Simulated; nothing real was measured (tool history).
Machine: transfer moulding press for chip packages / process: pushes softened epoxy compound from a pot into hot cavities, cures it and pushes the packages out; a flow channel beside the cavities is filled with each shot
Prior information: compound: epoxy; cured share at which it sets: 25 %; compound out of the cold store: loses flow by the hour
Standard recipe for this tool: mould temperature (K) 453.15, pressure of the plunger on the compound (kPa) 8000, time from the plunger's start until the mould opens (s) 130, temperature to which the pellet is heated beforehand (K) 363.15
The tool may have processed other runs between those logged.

run	hour	mould temperature (K)	pressure of the plunger on the compound (kPa)	time from the plunger's start until the mould opens (s)	temperature to which the pellet is heated beforehand (K)	incoming compound's hours out of the cold store	length that the compound runs in the flow channel (mm)	greatest force on the pins that push the packages out (N)
1	0	453.15	8000	130	363.15	23	853	341
2	47.5	453.15	8000	130	359.15	44.2	756	479
3	85.7	453.15	8000	130	363.15	16.2	884	574
# hour 103.3: cavities cleaned with cleaning compound and waxed
4	155.5	453.15	8000	130	363.15	18.9	860	510
5	190.3	453.15	8000	130	363.15	19.6	853	561
# hour 204.4: cavities cleaned with cleaning compound and waxed
6	247.1	453.15	8000	130	363.15	27.4	813	478
# hour 305.5: cavities cleaned with cleaning compound and waxed
7	331.2	453.15	8000	130	363.15	32.4	789	438
# hour 354.5: plunger's sealing rings changed
8	394.1	453.15	8000	130	363.15	30	825	581
# hour 407.8: cavities cleaned with cleaning compound and waxed
9	450.4	455.15	8000	130	363.15	27.8	824	442
# hour 512.7: cavities cleaned with cleaning compound and waxed
10	530.6	455.15	8000	130	363.15	9.5	906	382
11	603.4	453.15	8000	130	363.15	38.9	766	566
# hour 616.6: cavities cleaned with cleaning compound and waxed
12	641.9	453.15	8000	130	363.15	34.6	782	427
13	698.6	453.15	8000	130	363.15	9.4	905	551
# hour 717.8: cavities cleaned with cleaning compound and waxed
14	773.2	453.15	8000	130	363.15	38.9	755	505
# hour 787.3: plunger's sealing rings changed
# hour 821: cavities cleaned with cleaning compound and waxed
15	825.4	451.15	9530	159	369.15	14.1	990	325
16	861.3	451.15	9530	159	369.15	17.9	960	430
# hour 923.7: cavities cleaned with cleaning compound and waxed
17	931.7	451.15	9530	159	369.15	11	1004	341
18	973.8	451.15	9530	159	372.15	27.8	902	455
# hour 1026.5: cavities cleaned with cleaning compound and waxed
19	1044.3	451.15	9530	159	372.15	30.5	888	358
20	1107.5	451.15	9280	138	372.15	9.3	980	554
# hour 1127.9: cavities cleaned with cleaning compound and waxed
# hour 1179.9: mould's thermocouples calibrated
21	1189.3	451.15	9280	138	357.15	33.3	848	515
# hour 1223.2: plunger's sealing rings changed
# hour 1236: cavities cleaned with cleaning compound and waxed
22	1266.2	451.15	9280	138	357.15	9.3	1008	459
23	1315.9	458.15	8130	151	372.15	16.6	874	480
# hour 1336.1: cavities cleaned with cleaning compound and waxed
24	1362.7	446.15	6630	151	364.15	39.5	723	497
25	1404	460.15	8060	121	357.15	30.8	800	490
# hour 1436.1: cavities cleaned with cleaning compound and waxed
26	1440.6	460.15	8060	121	357.15	10.8	889	325
27	1526.6	460.15	7540	115	360.15	27	779	526

Each row is a separate what-if for the run after 27, all from the same tool condition, not one after another. Results?
# hour 1536.2: cavities cleaned with cleaning compound and waxed
A	1565.8	456.15	8000	117	354.15	19.7	?	?
# hour 1536.2: cavities cleaned with cleaning compound and waxed
B	1565.8	458.15	9140	137	363.15	27.8	?	?
# hour 1536.2: cavities cleaned with cleaning compound and waxed
C	1565.8	453.15	9780	130	363.15	43.9	?	?
# hour 1536.2: cavities cleaned with cleaning compound and waxed
D	1565.8	460.15	7540	115	368.15	32.3	?	?

run	length that the compound runs in the flow channel (mm)	greatest force on the pins that push the packages out (N)
A	839	425
B	859	380
C	818	439
D	752	400
What these runs would have given with no unlogged condition in the tool:
run	length that the compound runs in the flow channel (mm)	greatest force on the pins that push the packages out (N)
A	865	327
B	886	288
C	844	337
D	775	305
